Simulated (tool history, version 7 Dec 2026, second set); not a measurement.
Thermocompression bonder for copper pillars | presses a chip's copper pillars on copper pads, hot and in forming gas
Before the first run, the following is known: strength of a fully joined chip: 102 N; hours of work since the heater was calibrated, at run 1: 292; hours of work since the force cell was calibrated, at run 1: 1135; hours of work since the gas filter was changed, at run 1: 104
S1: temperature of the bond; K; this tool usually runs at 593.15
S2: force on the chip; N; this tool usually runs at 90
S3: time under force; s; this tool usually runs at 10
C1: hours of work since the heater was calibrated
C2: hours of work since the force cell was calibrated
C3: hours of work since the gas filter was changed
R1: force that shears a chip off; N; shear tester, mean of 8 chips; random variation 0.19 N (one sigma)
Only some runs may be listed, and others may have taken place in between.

Run 1, day 0: usual settings; C1 292; C2 1135; C3 104. Result: R1 44.9 N.
Run 2, day 1.833: usual settings; C1 323; C2 1166; C3 135. Result: R1 44.6 N.
Run 3, day 4.367: usual settings; C1 366; C2 1208; C3 178. Result: R1 44.4 N.
Run 4, day 6.079: usual settings; C1 394; C2 1237; C3 207. Result: R1 44.5 N.
Run 5, day 8.379: usual settings but S3 9 s; C1 433; C2 1276; C3 246. Result: R1 42.5 N.
Run 6, day 9.733: usual settings but S3 9 s; C1 456; C2 1299; C3 269. Result: R1 42.2 N.
Run 7, day 11.175: usual settings but S2 60 N; C1 481; C2 1324; C3 293. Result: R1 36.3 N.
Run 8, day 12.338: usual settings but S2 60 N; C1 500; C2 1343; C3 313. Result: R1 35.8 N.
At day 13.179: forming gas filter changed.
Run 9, day 13.979: usual settings but S2 60 N; C1 528; C2 1371; C3 14. Result: R1 37.7 N.
Run 10, day 15.112: usual settings but S2 60 N; C1 547; C2 1390; C3 33. Result: R1 37.6 N.
Run 11, day 17.021: usual settings but S2 60 N; C1 579; C2 1422; C3 65. Result: R1 37.4 N.
Run 12, day 18.767: usual settings but S2 60 N; C1 609; C2 1451; C3 94. Result: R1 37.8 N.
Run 13, day 20.154: usual settings but S3 19 s; C1 632; C2 1475; C3 118. Result: R1 57 N.
Run 14, day 21.188: usual settings but S3 19 s; C1 650; C2 1492; C3 135. Result: R1 56.9 N.
Run 15, day 23.625: usual settings but S3 19 s; C1 691; C2 1534; C3 177. Result: R1 57.1 N.
Run 16, day 25.679: usual settings but S3 19 s; C1 725; C2 1568; C3 211. Result: R1 56.4 N.
At day 25.95: heater calibrated with a thermocouple chip.
Run 17, day 28.175: usual settings but S1 622.15 K, S2 120 N; C1 38; C2 1609; C3 252. Result: R1 60.1 N.
Run 18, day 30.525: usual settings but S1 622.15 K, S2 120 N; C1 77; C2 1649; C3 292. Result: R1 60.2 N.
Run 19, day 32.25: usual settings but S1 622.15 K, S2 120 N; C1 107; C2 1678; C3 321. Result: R1 59.3 N.
At day 32.508: forming gas filter changed.
Run 20, day 34.208: usual settings but S2 107 N, S3 6 s; C1 139; C2 1711; C3 29. Result: R1 39.7 N.
Run 21, day 36.567: usual settings but S1 568.15 K, S2 66 N, S3 6 s; C1 179; C2 1751; C3 69. Result: R1 23.2 N.
Run 22, day 38.496: usual settings but S1 609.15 K, S2 57 N, S3 14 s; C1 212; C2 1783; C3 101. Result: R1 45.7 N.
Run 23, day 40.758: usual settings but S1 619.15 K, S3 19 s; C1 250; C2 1821; C3 140. Result: R1 65.9 N.
Run 24, day 41.975: usual settings but S1 619.15 K, S3 19 s; C1 271; C2 1842; C3 160. Result: R1 65.5 N.
Run 25, day 44.475: usual settings but S1 567.15 K, S2 117 N, S3 5 s; C1 313; C2 1884; C3 202. Result: R1 29.5 N.

Selected run-to-run steps in R1, each split into two signed amounts: the part the tool would show with no hidden state at all (from settings, incoming material and random variation), and the remainder, which goes to the hidden state together with any gauge scatter not common to the measured and the hidden-state-free results:
What the log doesn't record here: true temperature of the bond over the reading, C; force that reaches the chip, % of what is set; oxide that the forming gas leaves, % of the face; drift of the gauge itself on shear_n, %.
Run 16 -> 17: S1 593.15 -> 622.15, S2 90 -> 120, S3 19 -> 10, heater calibrated with a thermocouple chip. R1 +3.7 N: hidden state -4.2, all else +7.9.
Run 19 -> 20: S1 622.15 -> 593.15, S2 120 -> 107, S3 10 -> 6, forming gas filter changed. R1 -19.6 N: hidden state +3.6, all else -23.2.
Run 21 -> 22: S1 568.15 -> 609.15, S2 66 -> 57, S3 6 -> 14. R1 +22.5 N: hidden state -0.6, all else +23.1.
Run 24 -> 25: S1 619.15 -> 567.15, S2 90 -> 117, S3 19 -> 5. R1 -36 N: hidden state +1.1, all else -37.1.

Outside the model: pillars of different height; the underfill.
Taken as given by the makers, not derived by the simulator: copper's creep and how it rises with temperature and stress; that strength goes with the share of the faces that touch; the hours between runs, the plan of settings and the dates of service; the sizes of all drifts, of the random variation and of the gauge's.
